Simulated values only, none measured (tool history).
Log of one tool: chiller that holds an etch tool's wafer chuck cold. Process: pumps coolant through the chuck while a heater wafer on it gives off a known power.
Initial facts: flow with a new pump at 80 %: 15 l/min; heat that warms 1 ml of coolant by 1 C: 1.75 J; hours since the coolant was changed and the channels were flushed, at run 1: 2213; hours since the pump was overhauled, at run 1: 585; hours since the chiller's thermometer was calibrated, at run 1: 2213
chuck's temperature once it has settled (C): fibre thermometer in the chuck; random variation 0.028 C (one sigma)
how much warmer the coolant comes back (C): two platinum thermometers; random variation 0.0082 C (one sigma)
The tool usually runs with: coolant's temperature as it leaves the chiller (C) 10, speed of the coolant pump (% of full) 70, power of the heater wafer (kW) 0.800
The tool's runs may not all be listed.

run    hour  coolant's temperature as it leaves the chiller (C)  speed of the coolant pump (% of full)  power of the heater wafer (kW)  hours since the coolant was changed and the channels were flushed  hours since the pump was overhauled  hours since the chiller's thermometer was calibrated  chuck's temperature once it has settled (C)  how much warmer the coolant comes back (C)
  1     0.0                                                  10                                     70                           0.800                                                               2213                                  585                                                  2213                                        16.32                                       2.130
  2    45.7                                                  10                                     96                           0.800                                                               2259                                  631                                                  2259                                        14.56                                       1.516
  3    69.7                                                  10                                     96                           0.800                                                               2283                                  655                                                  2283                                        14.51                                       1.509
  4   101.2                                                  10                                     96                           0.800                                                               2314                                  686                                                  2314                                        14.58                                       1.523
  5   152.5                                                  10                                     96                           0.530                                                               2366                                  737                                                  2366                                        12.94                                       1.007
  6   179.3                                                  10                                     96                           0.530                                                               2393                                  764                                                  2393                                        12.89                                       1.002
  7   211.0                                                  10                                     65                           0.800                                                               2424                                  796                                                  2424                                        16.78                                       2.329
  8   233.6                                                  10                                     65                           0.800                                                               2447                                  819                                                  2447                                        16.77                                       2.330
  9   261.1                                                  10                                     61                           0.800                                                               2474                                  846                                                  2474                                        17.25                                       2.506
 10   294.2                                                  10                                     61                           0.800                                                               2507                                  879                                                  2507                                        17.25                                       2.492
 11   326.6                                                  10                                     61                           0.800                                                               2540                                  912                                                  2540                                        17.24                                       2.511
 12   359.7                                                  11                                     70                           0.800                                                               2573                                  945                                                  2573                                        17.33                                       2.139
 13   400.2                                                   4                                     70                           0.800                                                               2613                                  985                                                  2613                                        10.35                                       2.163
 14   445.4                                                   4                                     70                           0.800                                                               2659                                 1030                                                  2659                                        10.32                                       2.147
 15   470.1                                                   4                                     70                           0.800                                                               2683                                 1055                                                  2683                                        10.35                                       2.142
 16   519.5                                                  10                                     70                           0.800                                                               2733                                 1104                                                  2733                                        16.36                                       2.156
 17   545.2                                                  10                                     70                           0.723                                                               2758                                 1130                                                  2758                                        15.68                                       1.957
 18   583.9                                                  10                                     70                           0.723                                                               2797                                 1169                                                  2797                                        15.70                                       1.945
 19   620.2                                                  10                                     70                           0.800                                                               2833                                 1205                                                  2833                                        16.31                                       2.158
 20   665.6                                                  10                                     73                           0.764                                                               2879                                 1251                                                  2879                                        15.78                                       1.960
 21   710.2                                                  10                                     61                           0.667                                                               2923                                 1295                                                  2923                                        16.05                                       2.103
 22   756.2                                                   6                                     61                           0.553                                                               2969                                 1341                                                  2969                                        10.88                                       1.742
 23   778.5                                                  15                                     70                           0.800                                                               2992                                 1363                                                  2992                                        21.30                                       2.155
 24   810.1                                                   3                                     70                           0.493                                                               3023                                 1395                                                  3023                                         6.75                                       1.329
 25   853.2                                                   6                                     80                           0.680                                                               3066                                 1438                                                  3066                                        10.64                                       1.588
 26   886.1                                                  10                                     73                           0.800                                                               3099                                 1471                                                  3099                                        16.05                                       2.056
 27   915.3                                                  10                                     70                           1.158                                                               3128                                 1500                                                  3128                                        19.43                                       3.132
 28   955.5                                                  14                                     63                           0.642                                                               3169                                 1540                                                  3169                                        19.59                                       1.954
 29  1007.6                                                   5                                     70                           0.800                                                               3221                                 1593                                                  3221                                        11.35                                       2.177
 30  1046.5                                                  10                                     75                           1.047                                                               3260                                 1631                                                  3260                                        17.99                                       2.632
 31  1098.9                                                  10                                     70                           0.963                                                               3312                                 1684                                                  3312                                        17.79                                       2.609
 32  1121.9                                                  16                                     70                           0.587                                                               3335                                 1707                                                  3335                                        20.55                                       1.592

Results for each run, recomputed without the tool's hidden state and with each run's random variation untouched:
Hidden state present: heat passed by the chuck's channels, % of clean ones'; flow at a given pump speed, % of a new pump's; coolant's true temperature over the reading, C; drift of the gauge itself on chuck_c, C; drift of the gauge itself on warmer_back_c, C.
run  chuck's temperature once it has settled (C)  how much warmer the coolant comes back (C)
  1                                        16.16                                       2.112
  2                                        14.53                                       1.503
  3                                        14.48                                       1.496
  4                                        14.54                                       1.509
  5                                        13.05                                       0.997
  6                                        13.00                                       0.992
  7                                        16.56                                       2.305
  8                                        16.55                                       2.306
  9                                        16.98                                       2.479
 10                                        16.98                                       2.464
 11                                        16.97                                       2.482
 12                                        17.14                                       2.114
 13                                        10.15                                       2.137
 14                                        10.12                                       2.120
 15                                        10.15                                       2.115
 16                                        16.15                                       2.128
 17                                        15.54                                       1.930
 18                                        15.55                                       1.918
 19                                        16.09                                       2.128
 20                                        15.61                                       1.931
 21                                        15.86                                       2.071
 22                                        10.80                                       1.715
 23                                        21.07                                       2.121
 24                                         6.79                                       1.308
 25                                        10.58                                       1.562
 26                                        15.83                                       2.021
 27                                        18.83                                       3.079
 28                                        19.42                                       1.920
 29                                        11.08                                       2.138
 30                                        17.54                                       2.584
 31                                        17.35                                       2.560
 32                                        20.50                                       1.562
